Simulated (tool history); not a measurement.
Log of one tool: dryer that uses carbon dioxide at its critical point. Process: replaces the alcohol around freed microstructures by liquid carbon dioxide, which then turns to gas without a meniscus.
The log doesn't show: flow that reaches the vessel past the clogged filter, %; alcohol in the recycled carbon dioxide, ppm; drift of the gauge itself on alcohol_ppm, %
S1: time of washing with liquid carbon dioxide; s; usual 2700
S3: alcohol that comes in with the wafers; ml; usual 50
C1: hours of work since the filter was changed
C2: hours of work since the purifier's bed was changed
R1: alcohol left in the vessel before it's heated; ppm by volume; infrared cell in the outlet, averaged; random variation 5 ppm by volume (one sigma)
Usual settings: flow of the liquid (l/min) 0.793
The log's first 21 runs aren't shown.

run 22 hour=335.7 | S1=2700 flow_of_the_liquid_(l/min)=0.576 S3=50 | C1=110 C2=626 | R1=214
run 23 hour=355.2 | S1=3420 flow_of_the_liquid_(l/min)=0.793 S3=50 | C1=123 C2=639 | R1=77
run 24 hour=366.2 | S1=3420 flow_of_the_liquid_(l/min)=0.793 S3=50 | C1=131 C2=647 | R1=76
run 25 hour=384.3 | S1=4260 flow_of_the_liquid_(l/min)=0.952 S3=72 | C1=143 C2=659 | R1=67
run 26 hour=402.3 | S1=2700 flow_of_the_liquid_(l/min)=0.885 S3=50 | C1=156 C2=671 | R1=93
run 27 hour=423.5 | S1=3120 flow_of_the_liquid_(l/min)=0.729 S3=34 | C1=170 C2=686 | R1=87
run 28 hour=443.6 | S1=3120 flow_of_the_liquid_(l/min)=0.729 S3=34 | C1=184 C2=700 | R1=84
run 29 hour=462 | S1=3120 flow_of_the_liquid_(l/min)=0.729 S3=34 | C1=196 C2=712 | R1=87
run 30 hour=480.5 | S1=3120 flow_of_the_liquid_(l/min)=0.729 S3=34 | C1=209 C2=725 | R1=90
run 31 hour=491.7 | S1=3120 flow_of_the_liquid_(l/min)=0.729 S3=34 | C1=217 C2=732 | R1=87
run 32 hour=507.2 | S1=3120 flow_of_the_liquid_(l/min)=0.729 S3=34 | C1=227 C2=743 | R1=88
run 33 hour=517.5 | S1=3300 flow_of_the_liquid_(l/min)=0.512 S3=21 | C1=234 C2=750 | R1=135
run 34 hour=538.3 | S1=3300 flow_of_the_liquid_(l/min)=0.512 S3=21 | C1=249 C2=764 | R1=137
run 35 hour=550.9 | S1=2700 flow_of_the_liquid_(l/min)=0.834 S3=65 | C1=257 C2=773 | R1=120
run 36 hour=562.3 | S1=2700 flow_of_the_liquid_(l/min)=0.793 S3=39 | C1=265 C2=781 | R1=111
run 37 hour=583.7 | S1=1680 flow_of_the_liquid_(l/min)=0.793 S3=50 | C1=280 C2=796 | R1=438
run 38 hour=593 | S1=2220 flow_of_the_liquid_(l/min)=0.793 S3=39 | C1=286 C2=802 | R1=168

The next listed run, before its measurement:
run 39 hour=612 | S1=2220 flow_of_the_liquid_(l/min)=0.793 S3=39 | C1=299 C2=815 | R1=?

R1: 166 ppm by volume
Without the tool's hidden state the same run would have given R1 46 ppm by volume.

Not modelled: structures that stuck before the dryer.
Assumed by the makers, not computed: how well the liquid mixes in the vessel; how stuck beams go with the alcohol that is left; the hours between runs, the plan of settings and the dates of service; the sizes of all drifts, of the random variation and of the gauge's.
